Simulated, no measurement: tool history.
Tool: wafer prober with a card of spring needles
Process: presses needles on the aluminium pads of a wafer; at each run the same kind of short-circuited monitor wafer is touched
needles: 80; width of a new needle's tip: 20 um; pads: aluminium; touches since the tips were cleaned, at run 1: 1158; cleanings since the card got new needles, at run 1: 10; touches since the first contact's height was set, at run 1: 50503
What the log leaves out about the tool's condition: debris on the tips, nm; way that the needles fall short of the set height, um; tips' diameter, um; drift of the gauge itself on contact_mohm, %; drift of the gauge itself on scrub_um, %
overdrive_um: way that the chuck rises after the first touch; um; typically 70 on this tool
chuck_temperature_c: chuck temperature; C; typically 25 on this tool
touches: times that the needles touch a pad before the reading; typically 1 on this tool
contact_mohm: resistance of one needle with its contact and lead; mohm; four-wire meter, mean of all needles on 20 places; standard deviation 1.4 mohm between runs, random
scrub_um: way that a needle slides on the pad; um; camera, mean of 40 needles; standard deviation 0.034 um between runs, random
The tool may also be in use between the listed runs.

run     day  overdrive_um  chuck_temperature_c  touches  touches since the tips were cleaned  cleanings since the card got new needles  touches since the first contact's height was set  contact_mohm  scrub_um
  1   0.000            70                   25        1                                 1158                                        10                                             50503           136     19.02
      0.225  -- tips cleaned on abrasive film
  2   0.408            70                   25        2                                 2581                                        11                                             56176           141     19.00
      0.558  -- tips cleaned on abrasive film
      0.875  -- tips cleaned on abrasive film
  3   0.925            70                   25        2                                  703                                        13                                             63366           134     18.99
      1.221  -- tips cleaned on abrasive film
  4   1.412            70                   25        1                                 2683                                        14                                             70123           147     18.95
      1.571  -- tips cleaned on abrasive film
  5   1.850            70                   25        1                                 3919                                        15                                             76207           154     18.95
      1.908  -- tips cleaned on abrasive film
      2.262  -- tips cleaned on abrasive film
  6   2.446            70                   25        1                                 2550                                        17                                             84469           146     18.94
      2.604  -- tips cleaned on abrasive film
  7   2.808            87                   25        1                                 2878                                        18                                             89542           139     23.58
      2.933  -- tips cleaned on abrasive film
      3.267  -- tips cleaned on abrasive film
  8   3.404            87                   25        1                                 1965                                        20                                             97823           135     23.51
      3.629  -- tips cleaned on abrasive film
      3.954  -- tips cleaned on abrasive film
  9   4.154            87                   84        1                                 2855                                        22                                            108257           150     23.44
      4.267  -- tips cleaned on abrasive film
      4.596  -- tips cleaned on abrasive film
 10   4.717            87                   84        1                                 1735                                        24                                            116049           143     23.51
      4.962  -- tips cleaned on abrasive film
      5.296  -- tips cleaned on abrasive film
 11   5.296            87                   84        1                                    0                                        26                                            124058           130     23.42
      5.608  -- tips cleaned on abrasive film
 12   5.775            87                   84        1                                 2315                                        27                                            130732           149     23.37
      5.962  -- tips cleaned on abrasive film
 13   6.179            87                   84        1                                 3052                                        28                                            136391           150     23.35
      6.271  -- tips cleaned on abrasive film
      6.592  -- tips cleaned on abrasive film
 14   6.767            70                   25        1                                 2470                                        30                                            144522           148     18.68
      6.933  -- tips cleaned on abrasive film
      7.250  -- tips cleaned on abrasive film
 15   7.462            81                   25        1                                 2977                                        32                                            154172           144     21.62
      7.558  -- tips cleaned on abrasive film
      7.883  -- tips cleaned on abrasive film
 16   7.912            81                   52        2                                  438                                        34                                            160412           134     21.56
      8.208  -- tips cleaned on abrasive film
      8.362  -- height of the first contact set anew
 17   8.442            55                   37        1                                 3108                                        35                                              1109           166     15.12
      8.542  -- tips cleaned on abrasive film
      8.867  -- tips cleaned on abrasive film
      9.175  -- tips cleaned on abrasive film
 18   9.175            70                  124        1                                    0                                        38                                             11242           143     19.22
      9.512  -- tips cleaned on abrasive film
 19   9.717            69                   59        1                                 2885                                        39                                             18843           156     18.95
      9.833  -- tips cleaned on abrasive film
 20  10.054            69                  104        1                                 3108                                        40                                             23494           161     18.91
     10.142  -- tips cleaned on abrasive film
 21  10.383            69                  104        1                                 3382                                        41                                             28053           162     18.89
     10.450  -- tips cleaned on abrasive film
     10.758  -- tips cleaned on abrasive film
 22  11.033            69                  104        1                                 3846                                        43                                             37083           164     18.83
     11.088  -- tips cleaned on abrasive film
     11.408  -- tips cleaned on abrasive film
 23  11.425            72                   25        1                                  213                                        45                                             42480           130     19.58
     11.712  -- tips cleaned on abrasive film
 24  11.779            72                   25        1                                  921                                        46                                             47415           137     19.60
     12.075  -- tips cleaned on abrasive film
 25  12.350            70                   56        2                                 3918                                        47                                             55417           150     19.03
     12.412  -- tips cleaned on abrasive film
     12.712  -- tips cleaned on abrasive film
 26  12.958            52                   25        1                                 3432                                        49                                             63833           180     14.07
     13.054  -- tips cleaned on abrasive film
     13.412  -- tips cleaned on abrasive film
 27  13.412            70                   86        2                                    0                                        51                                             70072           136     18.99
     13.762  -- tips cleaned on abrasive film
     14.092  -- tips cleaned on abrasive film
 28  14.150            59                   30        3                                  801                                        53                                             80355           130     15.83
     14.450  -- tips cleaned on abrasive film
 29  14.479            87                   25        1                                  417                                        54                                             84909           128     23.65
     14.779  -- tips cleaned on abrasive film
 30  14.950            59                   62        3                                 2415                                        55                                             91503           144     15.87

Selected run-to-run steps in contact_mohm, each split into two signed amounts: the part the tool would show with no hidden state at all (from settings, incoming material and random variation), and the remainder, which goes to the hidden state together with any gauge scatter not common to the measured and the hidden-state-free results:
Run 16 -> 17: overdrive_um 81 -> 55, chuck_temperature_c 52 -> 37, touches 2 -> 1, tips cleaned on abrasive film, height of the first contact set anew. contact_mohm +32 mohm: hidden state +30, all else +2.
Run 17 -> 18: overdrive_um 55 -> 70, chuck_temperature_c 37 -> 124, tips cleaned on abrasive film, tips cleaned on abrasive film, tips cleaned on abrasive film. contact_mohm -23 mohm: hidden state -31, all else +8.
Run 22 -> 23: overdrive_um 69 -> 72, chuck_temperature_c 104 -> 25, tips cleaned on abrasive film, tips cleaned on abrasive film. contact_mohm -34 mohm: hidden state -21, all else -13.
Run 25 -> 26: overdrive_um 70 -> 52, chuck_temperature_c 56 -> 25, touches 2 -> 1, tips cleaned on abrasive film, tips cleaned on abrasive film. contact_mohm +30 mohm: hidden state +32, all else -2.
Run 26 -> 27: overdrive_um 52 -> 70, chuck_temperature_c 25 -> 86, touches 1 -> 2, tips cleaned on abrasive film, tips cleaned on abrasive film. contact_mohm -44 mohm: hidden state -47, all else +3.
